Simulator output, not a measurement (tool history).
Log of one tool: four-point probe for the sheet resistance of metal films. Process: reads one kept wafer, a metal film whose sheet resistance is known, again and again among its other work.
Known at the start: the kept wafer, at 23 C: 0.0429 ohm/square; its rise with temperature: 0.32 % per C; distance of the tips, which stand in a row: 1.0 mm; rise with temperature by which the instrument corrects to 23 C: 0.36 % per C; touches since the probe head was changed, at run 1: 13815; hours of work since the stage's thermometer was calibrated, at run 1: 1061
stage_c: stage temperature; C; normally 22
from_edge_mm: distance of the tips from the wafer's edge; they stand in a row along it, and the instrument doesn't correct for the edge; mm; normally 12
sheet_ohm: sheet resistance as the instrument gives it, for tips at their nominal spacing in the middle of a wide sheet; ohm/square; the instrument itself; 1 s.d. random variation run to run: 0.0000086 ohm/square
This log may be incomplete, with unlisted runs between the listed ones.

| run | hour | stage_c | from_edge_mm | touches since the probe head was changed | hours of work since the stage's thermometer was calibrated | sheet_ohm |
|---|---|---|---|---|---|---|
| 1 | 0 | 22 | 12 | 13815 | 1061 | 0.043076 |
| 2 | 29.7 | 22 | 12 | 14541 | 1084 | 0.04309 |
| 3 | 56.5 | 18 | 12 | 15198 | 1106 | 0.04315 |
| 4 | 77.5 | 20 | 12 | 15713 | 1123 | 0.043117 |
| 5 | 93.3 | 20 | 12 | 16099 | 1135 | 0.043122 |
| 6 | 128.1 | 22 | 12 | 16951 | 1163 | 0.043089 |
| 7 | 143.9 | 22 | 16 | 17338 | 1175 | 0.043016 |
| 8 | 170.4 | 22 | 16 | 17986 | 1196 | 0.043011 |
| 9 | 191.3 | 22 | 12 | 18498 | 1213 | 0.043095 |
| 10 | 220.5 | 22 | 12 | 19212 | 1236 | 0.043092 |
| 11 | 245.3 | 22 | 12 | 19819 | 1256 | 0.043089 |
|  | 261.6 | stage's thermometer calibrated |
| 12 | 261.7 | 33 | 30 | 20209 | 0 | 0.042787 |
| 13 | 278 | 33 | 30 | 20609 | 13 | 0.042769 |
| 14 | 309.4 | 29 | 5 | 21376 | 38 | 0.04372 |
| 15 | 339.7 | 35 | 64 | 22119 | 62 | 0.042727 |
| 16 | 368.3 | 35 | 16 | 22819 | 85 | 0.042801 |
| 17 | 386.5 | 19 | 24 | 23265 | 99 | 0.043005 |
| 18 | 415 | 19 | 24 | 23960 | 122 | 0.043009 |
| 19 | 449.8 | 19 | 24 | 24813 | 150 | 0.043036 |
| 20 | 471.9 | 19 | 24 | 25355 | 167 | 0.043006 |
| 21 | 494.2 | 29 | 8 | 25901 | 185 | 0.043155 |
| 22 | 514.6 | 29 | 8 | 26399 | 201 | 0.043159 |

Forecast each of these 3 alternatives for the next run:
| A | 530.8 | 26 | 13 | 26797 | 214 | ? |
| B | 530.8 | 19 | 7 | 26797 | 214 | ? |
| C | 530.8 | 23 | 9 | 26797 | 214 | ? |

| run | sheet_ohm |
|---|---|
| A | 0.043012 |
| B | 0.043462 |
| C | 0.043184 |
With no hidden state in the tool, these same runs would have given:
| run | sheet_ohm |
|---|---|
| A | 0.043008 |
| B | 0.043457 |
| C | 0.04318 |
